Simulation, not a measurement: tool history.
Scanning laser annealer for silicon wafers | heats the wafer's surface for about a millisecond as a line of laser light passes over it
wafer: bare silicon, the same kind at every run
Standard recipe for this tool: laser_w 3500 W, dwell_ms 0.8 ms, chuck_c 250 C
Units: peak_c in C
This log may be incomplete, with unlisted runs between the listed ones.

| run | hour | laser_w | dwell_ms | chuck_c | peak_c |
|---|---|---|---|---|---|
| 1 | 0 | 3500 | 0.8 | 250 | 1092 |
| 2 | 8.5 | 3500 | 0.762 | 250 | 1076 |
| 3 | 27.7 | 3500 | 0.8 | 250 | 1095 |
| 4 | 40.6 | 3500 | 0.8 | 250 | 1092 |
| 5 | 59 | 3500 | 0.8 | 250 | 1093 |
| 6 | 77.3 | 3500 | 0.8 | 250 | 1092 |
| 7 | 89.2 | 3500 | 0.8 | 250 | 1091 |
| 8 | 105.9 | 3463 | 0.914 | 284 | 1166 |
| 9 | 119.7 | 3463 | 0.914 | 284 | 1165 |
| 10 | 130.7 | 3571 | 0.712 | 221 | 1045 |

Run 11 comes next. What will it give?
| 11 | 143.3 | 3688 | 0.63 | 262 | ? |

Run 11 produced peak_c 1076 C.
Had the tool carried no hidden state, the very same run would have given peak_c 1077 C.

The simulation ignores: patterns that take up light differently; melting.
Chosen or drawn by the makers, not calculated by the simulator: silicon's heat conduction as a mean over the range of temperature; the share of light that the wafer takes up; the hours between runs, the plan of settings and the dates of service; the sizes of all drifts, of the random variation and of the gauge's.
